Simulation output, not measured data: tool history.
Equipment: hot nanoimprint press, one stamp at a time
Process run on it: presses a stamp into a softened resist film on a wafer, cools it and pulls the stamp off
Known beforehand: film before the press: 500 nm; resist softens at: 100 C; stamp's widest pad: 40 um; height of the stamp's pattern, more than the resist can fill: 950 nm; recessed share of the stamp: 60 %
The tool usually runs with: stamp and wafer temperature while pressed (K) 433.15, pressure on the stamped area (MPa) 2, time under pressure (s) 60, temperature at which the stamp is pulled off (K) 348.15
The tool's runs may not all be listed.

| run | hour | stamp and wafer temperature while pressed (K) | pressure on the stamped area (MPa) | time under pressure (s) | temperature at which the stamp is pulled off (K) | resist left under the stamp's widest pad (nm) | greatest force while the stamp is pulled off (N) |
|---|---|---|---|---|---|---|---|
| 1 | 0 | 433.15 | 2 | 60 | 348.15 | 245.6 | 402 |
| 2 | 13.1 | 433.15 | 2.89 | 60 | 348.15 | 198.5 | 399 |
| 3 | 20.4 | 433.15 | 1.55 | 60 | 348.15 | 282.6 | 405 |
| 4 | 32.5 | 433.15 | 1.55 | 55 | 348.15 | 289.3 | 414 |
| 5 | 39 | 433.15 | 1.55 | 55 | 348.15 | 284.3 | 433 |
| 6 | 50 | 433.15 | 1.55 | 55 | 345.15 | 284.7 | 460 |
| 7 | 63.2 | 433.15 | 2.36 | 55 | 335.15 | 229.4 | 574 |
| 8 | 76.2 | 439.15 | 2 | 31 | 348.15 | 226.7 | 439 |
|  | 80.4 | plate thermocouple calibrated |
| 9 | 91.2 | 439.15 | 2 | 44 | 348.15 | 199.1 | 425 |
| 10 | 96.9 | 427.15 | 2 | 118 | 348.15 | 265 | 425 |
| 11 | 103.4 | 425.15 | 2 | 63 | 345.15 | 341.7 | 471 |
| 12 | 110.4 | 425.15 | 2 | 63 | 345.15 | 342.6 | 475 |

The logged runs with the hidden state left out (each run's random variation unchanged):
Hidden state present: true temperature over the reading, C; pressure that arrives at the usual setting, %; grip of the stamp's worn release coat, % over a new coat's; drift of the gauge itself on residual_nm, %; drift of the gauge itself on pull_off_n, %.
| run | resist left under the stamp's widest pad (nm) | greatest force while the stamp is pulled off (N) |
|---|---|---|
| 1 | 244.8 | 230 |
| 2 | 197.5 | 224 |
| 3 | 282.7 | 227 |
| 4 | 289.8 | 229 |
| 5 | 285 | 239 |
| 6 | 285.8 | 251 |
| 7 | 230 | 309 |
| 8 | 227.7 | 234 |
| 9 | 201.8 | 226 |
| 10 | 269.4 | 225 |
| 11 | 346.7 | 248 |
| 12 | 347.8 | 247 |
